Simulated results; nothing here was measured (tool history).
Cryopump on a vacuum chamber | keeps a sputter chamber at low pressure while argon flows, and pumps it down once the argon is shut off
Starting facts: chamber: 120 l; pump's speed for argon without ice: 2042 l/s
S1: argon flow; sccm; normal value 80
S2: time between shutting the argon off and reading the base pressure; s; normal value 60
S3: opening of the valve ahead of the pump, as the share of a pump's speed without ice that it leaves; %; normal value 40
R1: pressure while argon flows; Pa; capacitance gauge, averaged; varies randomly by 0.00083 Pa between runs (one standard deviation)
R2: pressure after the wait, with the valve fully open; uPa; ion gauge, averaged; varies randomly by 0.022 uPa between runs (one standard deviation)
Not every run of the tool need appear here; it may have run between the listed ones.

run,hour,S1,S2,S3,R1,R2
1,0.0,80,60,40,0.1755,1.45
2,23.2,80,60,40,0.1773,1.50
3,47.3,80,60,40,0.1771,1.52
4,86.1,80,60,40,0.1787,1.55
5,112.5,80,60,40,0.1809,1.54
6,159.8,80,60,40,0.1835,1.62
7,185.7,80,60,40,0.1829,1.62
8,215.4,80,60,40,0.1846,1.60
9,237.9,102,60,40,0.2365,0.67
10,276.1,102,60,40,0.2378,0.70
11,298.5,102,60,40,0.2391,0.69
12,330.5,102,60,40,0.2420,0.70
13,359.8,102,60,40,0.2145,0.65
14,391.9,102,60,40,0.2123,0.70
15,428.2,80,32,40,0.1684,1.09
16,455.7,80,32,40,0.1693,1.12
17,479.5,80,60,21,0.3186,0.68
18,526.4,80,60,21,0.3226,0.71
19,550.3,50,60,16,0.2630,0.73
20,591.4,80,23,18,0.3744,1.54
21,627.7,80,23,18,0.3765,1.51
22,651.9,80,60,16,0.4252,0.75
23,673.4,51,21,28,0.1574,1.71
24,715.9,80,62,40,0.1782,0.76
25,751.2,128,62,40,0.2868,0.75
26,776.8,57,65,22,0.2254,0.76
27,803.1,35,54,41,0.0773,0.89
28,832.7,35,112,41,0.0778,0.57
29,854.7,80,168,49,0.1527,0.50
30,875.0,120,20,27,0.3965,1.82
31,908.2,81,192,21,0.3397,0.55
32,936.6,80,92,22,0.3222,0.66
33,981.9,54,159,40,0.1277,0.55

Withheld: 2 entries from between the runs. Position of each, and hidden state at the listed run before versus the listed run after:
In the gap between runs 8 and 9: leaking fittings of the chamber tightened, without venting (hour 237.9)
  pump's speed, % of a pump's without ice: 78.3 -> 77.4; cold plate's temperature, K: 12.37 -> 12.38; leak into the chamber, uPa l/s: 1806 -> 312
  measured result minus the result with no hidden state, R1: +0.0190 -> +0.0254 Pa; R2: +0.99 -> +0.05 uPa
In the gap between runs 12 and 13: pump warmed up, emptied and cooled again (hour 352.2)
  pump's speed, % of a pump's without ice: 74.1 -> 99.4; cold plate's temperature, K: 12.4 -> 12.41; leak into the chamber, uPa l/s: 347 -> 357
  measured result minus the result with no hidden state, R1: +0.0305 -> +0.0013 Pa; R2: +0.08 -> +0.03 uPa
